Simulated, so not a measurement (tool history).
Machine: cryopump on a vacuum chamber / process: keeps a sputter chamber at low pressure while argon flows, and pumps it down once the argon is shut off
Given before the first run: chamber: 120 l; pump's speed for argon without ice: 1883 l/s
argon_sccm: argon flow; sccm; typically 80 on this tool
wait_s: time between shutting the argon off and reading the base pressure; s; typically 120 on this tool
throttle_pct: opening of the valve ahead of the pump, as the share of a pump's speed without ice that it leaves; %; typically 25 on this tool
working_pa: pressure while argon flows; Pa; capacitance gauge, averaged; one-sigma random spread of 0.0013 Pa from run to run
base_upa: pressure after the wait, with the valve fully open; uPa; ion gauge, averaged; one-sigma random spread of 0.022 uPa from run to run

run,day,argon_sccm,wait_s,throttle_pct,working_pa,base_upa
1,0.000,80,120,25,0.3055,0.91
2,0.775,44,120,25,0.1683,0.96
3,1.279,44,120,25,0.1699,0.96
4,1.754,44,120,25,0.1701,1.01
5,2.238,44,120,25,0.1711,0.99
6,3.154,80,120,27,0.2911,1.03
7,3.662,80,120,25,0.3145,1.08
8,4.333,60,120,25,0.2382,1.06
9,5.162,80,120,25,0.3213,1.09
10,6.096,80,120,25,0.3214,1.12
11,6.875,80,120,25,0.3207,1.21
# day 7.579: pump warmed up, emptied and cooled again
12,7.938,80,120,25,0.2879,0.87
13,8.896,61,120,25,0.2218,0.93
14,9.546,61,120,25,0.2213,0.94
15,10.038,61,120,25,0.2209,0.96
16,10.971,80,120,25,0.2935,1.02
17,11.412,80,99,25,0.2953,1.11
18,12.250,80,99,25,0.2954,1.13
19,13.033,53,156,19,0.2548,1.03
20,13.962,129,43,60,0.2090,1.76
21,14.575,40,130,53,0.0742,1.08
22,15.400,80,120,47,0.1656,1.12
23,16.354,80,120,47,0.1668,1.22
24,17.142,98,42,29,0.3207,1.92
25,17.938,98,42,29,0.3227,1.95
26,18.896,98,42,29,0.3293,1.91
27,19.525,58,27,29,0.1943,2.63
28,20.446,58,52,34,0.1692,1.87
29,21.017,80,120,37,0.2188,1.30
30,21.588,80,120,37,0.2189,1.41
31,22.358,80,120,37,0.2223,1.39
32,23.333,80,120,37,0.2255,1.42
33,23.988,71,259,24,0.2926,1.28

How would selected steps in working_pa from run to run divide? Give the signed amount a tool lacking its hidden state would still show from settings, what came in and random variation, and the signed amount left for the hidden state, including any gauge scatter that is not in both of the compared results.
Unlogged tool condition in this case: pump's speed, % of a pump's without ice; cold plate's temperature, K; leak into the chamber, uPa l/s; drift of the gauge itself on working_pa, %; drift of the gauge itself on base_upa, %.
Run 1 -> 2: argon_sccm 80 -> 44. working_pa -0.1372 Pa: hidden state -0.0076, all else -0.1296.
Run 5 -> 6: argon_sccm 44 -> 80, throttle_pct 25 -> 27. working_pa +0.1200 Pa: hidden state +0.0131, all else +0.1069.
Run 11 -> 12: pump warmed up, emptied and cooled again. working_pa -0.0328 Pa: hidden state -0.0345, all else +0.0017.
Run 20 -> 21: argon_sccm 129 -> 40, wait_s 43 -> 130, throttle_pct 60 -> 53. working_pa -0.1348 Pa: hidden state -0.0113, all else -0.1235.
Run 23 -> 24: argon_sccm 80 -> 98, wait_s 120 -> 42, throttle_pct 47 -> 29. working_pa +0.1539 Pa: hidden state +0.0051, all else +0.1488.
Run 26 -> 27: argon_sccm 98 -> 58, wait_s 42 -> 27. working_pa -0.1350 Pa: hidden state -0.0090, all else -0.1260.
